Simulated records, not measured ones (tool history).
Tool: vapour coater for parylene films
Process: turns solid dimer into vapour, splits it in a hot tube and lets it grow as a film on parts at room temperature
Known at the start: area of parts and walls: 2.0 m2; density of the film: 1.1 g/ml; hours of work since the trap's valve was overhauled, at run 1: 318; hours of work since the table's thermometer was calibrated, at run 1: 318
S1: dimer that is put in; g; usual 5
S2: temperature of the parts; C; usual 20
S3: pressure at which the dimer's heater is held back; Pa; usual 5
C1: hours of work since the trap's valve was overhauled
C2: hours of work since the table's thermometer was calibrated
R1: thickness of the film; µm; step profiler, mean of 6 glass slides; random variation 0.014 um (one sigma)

run   hour  S1  S2     S3   C1   C2    R1
  1      0   5  20      5  318  318  1.59
  2   51.4   5  20      5  364  364  1.58
      68.8  -- trap's valve overhauled
  3   89.1   5  32      5   18  393  1.19
  4  138.1   5  20  10.23   61  436  1.49
  5  175.3   4  20      5   94  469  1.32
  6  225.8   5  20      5  138  514  1.62
  7  275.6   8  20      5  182  557  2.59
  8  302.4   4  15      5  206  581  1.45
  9  338.4   4  15   9.58  237  613  1.34
 10  378.4   5  20   2.24  272  648  1.78

3 ways to go on from here, each from the tool as it stands after run 10. What would each give?
  A  414.8   5  15   2.24  304  680   ?
  B  414.8   5  13  11.08  304  680   ?
  C  414.8   5  28   4.39  304  680   ?

run    R1
  A  2.01
  B  1.67
  C  1.32
Without the tool's hidden state the same runs would have given:
run    R1
  A  2.11
  B  1.75
  C  1.38
